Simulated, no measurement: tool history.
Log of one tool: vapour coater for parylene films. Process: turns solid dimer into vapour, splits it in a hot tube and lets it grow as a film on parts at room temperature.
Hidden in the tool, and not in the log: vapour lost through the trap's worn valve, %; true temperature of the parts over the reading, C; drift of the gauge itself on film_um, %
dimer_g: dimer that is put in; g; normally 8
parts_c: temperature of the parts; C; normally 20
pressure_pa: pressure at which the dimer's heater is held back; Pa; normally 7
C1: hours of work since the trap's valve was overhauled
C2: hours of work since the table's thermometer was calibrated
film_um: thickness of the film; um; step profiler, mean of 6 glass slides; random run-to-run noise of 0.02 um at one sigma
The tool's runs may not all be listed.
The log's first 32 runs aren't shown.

Run 33, hour 343.1: usual settings but dimer_g 7 g, parts_c 26 C, pressure_pa 7.72 Pa; C1 336; C2 69. Result: film_um 1.77 um.
Run 34, hour 354.3: usual settings but dimer_g 7 g, parts_c 26 C, pressure_pa 7.72 Pa; C1 343; C2 76. Result: film_um 1.76 um.
Run 35, hour 365.2: usual settings but dimer_g 10 g, pressure_pa 2.99 Pa; C1 350; C2 83. Result: film_um 3.89 um.
Run 36, hour 376.9: usual settings but dimer_g 10 g, pressure_pa 2.99 Pa; C1 357; C2 90. Result: film_um 3.89 um.
Run 37, hour 386.9: usual settings but dimer_g 10 g, pressure_pa 3.04 Pa; C1 363; C2 96. Result: film_um 3.91 um.
Run 38, hour 394.4: usual settings but dimer_g 3 g; C1 368; C2 101. Result: film_um 0.98 um.
Run 39, hour 400.7: usual settings but dimer_g 14 g, parts_c 26 C, pressure_pa 3.55 Pa; C1 372; C2 105. Result: film_um 4.1 um.
Run 40, hour 412.9: usual settings but dimer_g 4 g, parts_c 15 C, pressure_pa 3.3 Pa; C1 380; C2 113. Result: film_um 1.83 um.

Predict each of these 4 candidate next runs independently; none follows another, all start after run 40:
Run A, hour 426.2: usual settings but pressure_pa 2.98 Pa; C1 388; C2 121. Result: film_um ?.
Run B, hour 426.2: usual settings but dimer_g 10 g, parts_c 31 C; C1 388; C2 121. Result: film_um ?.
Run C, hour 426.2: usual settings but dimer_g 12 g, parts_c 15 C, pressure_pa 5.63 Pa; C1 388; C2 121. Result: film_um ?.
Run D, hour 426.2: usual settings but dimer_g 5 g, parts_c 26 C, pressure_pa 3.3 Pa; C1 388; C2 121. Result: film_um ?.

run  film_um
  A     3.09
  B     2.13
  C     4.99
  D     1.51
The same runs, with their run-to-run variation unchanged, on a tool lacking any hidden condition would have given:
run  film_um
  A     3.23
  B     2.23
  C     5.23
  D     1.58

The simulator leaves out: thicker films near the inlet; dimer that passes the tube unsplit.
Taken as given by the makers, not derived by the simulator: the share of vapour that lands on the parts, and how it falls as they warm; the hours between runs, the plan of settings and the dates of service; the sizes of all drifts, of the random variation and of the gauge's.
